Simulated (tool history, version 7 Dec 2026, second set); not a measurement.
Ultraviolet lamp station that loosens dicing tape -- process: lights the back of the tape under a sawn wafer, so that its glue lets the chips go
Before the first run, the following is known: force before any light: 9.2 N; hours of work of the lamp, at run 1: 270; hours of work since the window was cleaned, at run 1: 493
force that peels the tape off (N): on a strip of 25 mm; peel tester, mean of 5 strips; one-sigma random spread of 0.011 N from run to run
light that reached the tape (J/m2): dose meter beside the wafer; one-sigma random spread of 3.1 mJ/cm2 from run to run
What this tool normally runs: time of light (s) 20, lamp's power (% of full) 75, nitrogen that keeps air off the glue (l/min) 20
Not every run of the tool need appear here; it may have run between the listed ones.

run,day,time of light (s),lamp's power (% of full),nitrogen that keeps air off the glue (l/min),hours of work of the lamp,hours of work since the window was cleaned,force that peels the tape off (N),light that reached the tape (J/m2)
1,0.000,20,75,20,270,493,0.749,3940
2,0.471,20,75,20,279,501,0.763,3980
3,1.088,20,75,20,290,513,0.781,3930
4,1.579,20,75,20,299,522,0.809,3910
5,1.912,20,75,20,306,528,0.774,3880
6,2.408,20,75,20,315,538,0.784,3880
7,2.975,20,75,20,326,548,0.799,3820
8,3.504,12,75,20,336,558,2.097,2270
# day 3.588: window cleaned of glue's vapour
9,4.058,12,75,20,346,9,2.227,2230
# day 4.596: window cleaned of glue's vapour, once more
10,4.708,20,75,13,357,2,0.962,4230
11,5.379,20,75,13,370,15,0.963,4260
12,5.804,11,75,20,378,23,2.094,2290
13,6.242,21,75,20,386,31,0.583,4470
14,6.617,21,75,20,393,38,0.579,4390
15,6.979,21,75,20,400,45,0.586,4430
16,7.512,25,96,6,410,55,0.768,6700
17,8.125,22,69,12,421,66,1.072,4220
18,8.479,23,87,8,428,73,0.897,5510
19,8.800,22,74,21,434,79,0.525,4480
20,9.258,11,90,10,443,87,2.474,2680
21,9.633,11,90,10,450,94,2.510,2700
22,10.071,30,64,10,458,103,0.772,5190
23,10.471,20,85,13,465,110,0.789,4620
24,10.925,20,85,13,474,119,0.827,4640
25,11.396,14,80,20,483,128,1.310,3050
26,11.842,10,80,20,491,136,2.291,2130
27,12.242,20,79,27,499,143,0.478,4240
28,12.871,20,79,27,510,155,0.486,4230
29,13.379,20,80,20,520,165,0.630,4260

Consider 3 possible next runs. They are alternatives, not a sequence: every one starts from the tool as it was left by run 29. What does each give?
A,13.779,14,75,20,527,172,?,?
B,13.779,10,69,38,527,172,?,?
C,13.779,20,81,38,527,172,?,?

run,force that peels the tape off (N),light that reached the tape (J/m2)
A,1.570,2760
B,2.084,1810
C,0.321,4350
Take away the tool's hidden state, keep each run's random variation, and the runs would have read:
run,force that peels the tape off (N),light that reached the tape (J/m2)
A,1.177,3220
B,1.633,2110
C,0.209,5070

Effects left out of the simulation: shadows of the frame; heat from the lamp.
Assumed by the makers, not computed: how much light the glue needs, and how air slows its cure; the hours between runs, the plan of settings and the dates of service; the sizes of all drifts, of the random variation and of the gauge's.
